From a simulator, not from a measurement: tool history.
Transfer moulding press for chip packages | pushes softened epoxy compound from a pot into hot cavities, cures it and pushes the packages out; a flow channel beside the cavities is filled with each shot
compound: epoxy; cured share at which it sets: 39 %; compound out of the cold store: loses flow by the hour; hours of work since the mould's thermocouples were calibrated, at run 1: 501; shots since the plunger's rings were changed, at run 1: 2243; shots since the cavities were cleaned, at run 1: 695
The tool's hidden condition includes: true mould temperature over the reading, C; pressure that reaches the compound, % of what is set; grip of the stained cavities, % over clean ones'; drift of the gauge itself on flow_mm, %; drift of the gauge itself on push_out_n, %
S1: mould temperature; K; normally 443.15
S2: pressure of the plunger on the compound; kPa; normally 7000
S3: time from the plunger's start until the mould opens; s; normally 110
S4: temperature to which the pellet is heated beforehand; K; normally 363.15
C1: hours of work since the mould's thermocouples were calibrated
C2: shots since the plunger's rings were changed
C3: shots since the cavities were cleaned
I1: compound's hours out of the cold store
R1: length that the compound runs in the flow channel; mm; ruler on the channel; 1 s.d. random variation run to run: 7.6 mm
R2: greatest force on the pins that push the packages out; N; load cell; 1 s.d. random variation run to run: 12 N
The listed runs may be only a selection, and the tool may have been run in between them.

run	day	S1	S2	S3	S4	C1	C2	C3	I1	R1	R2
1	0.000	443.15	7000	110	363.15	501	2243	695	35.2	836	1152
# day 0.625: cavities cleaned with cleaning compound and waxed
2	0.846	443.15	7000	110	363.15	516	2512	76	12.5	891	766
3	1.379	443.15	7000	110	363.15	526	2694	258	38.4	820	909
4	2.567	443.15	7000	110	363.15	549	3099	663	34.9	817	1217
# day 3.342: cavities cleaned with cleaning compound and waxed
5	3.438	443.15	7000	110	363.15	564	3376	33	31.0	827	684
6	4.021	443.15	7000	148	363.15	576	3575	232	9.1	882	684
7	4.762	443.15	7000	110	363.15	590	3829	486	23.2	833	1079
8	5.550	443.15	7000	110	358.15	605	4099	756	29.6	813	1185
# day 6.033: cavities cleaned with cleaning compound and waxed
9	6.358	443.15	7000	110	358.15	619	4354	111	11.6	850	811
# day 6.508: mould's thermocouples calibrated
10	7.304	443.15	7000	110	358.15	15	4650	407	28.3	814	1037
11	8.342	443.15	7000	110	358.15	35	5005	762	32.7	794	1135
# day 8.775: cavities cleaned with cleaning compound and waxed
12	9.108	443.15	7000	110	358.15	48	5246	114	21.5	810	758
13	10.100	443.15	7000	110	358.15	67	5585	453	32.6	791	1021
# day 11.067: plunger's sealing rings changed
14	11.250	443.15	6910	110	363.15	87	64	811	36.6	871	1141
# day 11.550: cavities cleaned with cleaning compound and waxed
15	12.400	448.15	7000	110	363.15	108	435	291	45.6	830	733
16	13.083	443.15	7000	110	367.15	121	670	526	43.7	843	1040
17	13.808	448.15	5370	110	363.15	135	918	774	10.8	788	984
# day 14.250: cavities cleaned with cleaning compound and waxed
18	14.575	448.15	5730	110	363.15	148	1158	111	15.1	813	643
19	15.067	448.15	5730	110	363.15	158	1326	279	25.7	775	738
20	15.883	448.15	5730	110	363.15	173	1606	559	17.5	772	894
21	16.696	447.15	7000	110	372.15	189	1884	837	20.1	846	967

The next listed run, before its measurement:
# day 16.958: cavities cleaned with cleaning compound and waxed
22	17.312	447.15	5360	117	356.15	199	2073	120	28.7	?	?

{"run 22": {"R1": 744, "R2": 604}}
With no hidden state in the tool, this same run would have given R1 773 mm, R2 466 N.

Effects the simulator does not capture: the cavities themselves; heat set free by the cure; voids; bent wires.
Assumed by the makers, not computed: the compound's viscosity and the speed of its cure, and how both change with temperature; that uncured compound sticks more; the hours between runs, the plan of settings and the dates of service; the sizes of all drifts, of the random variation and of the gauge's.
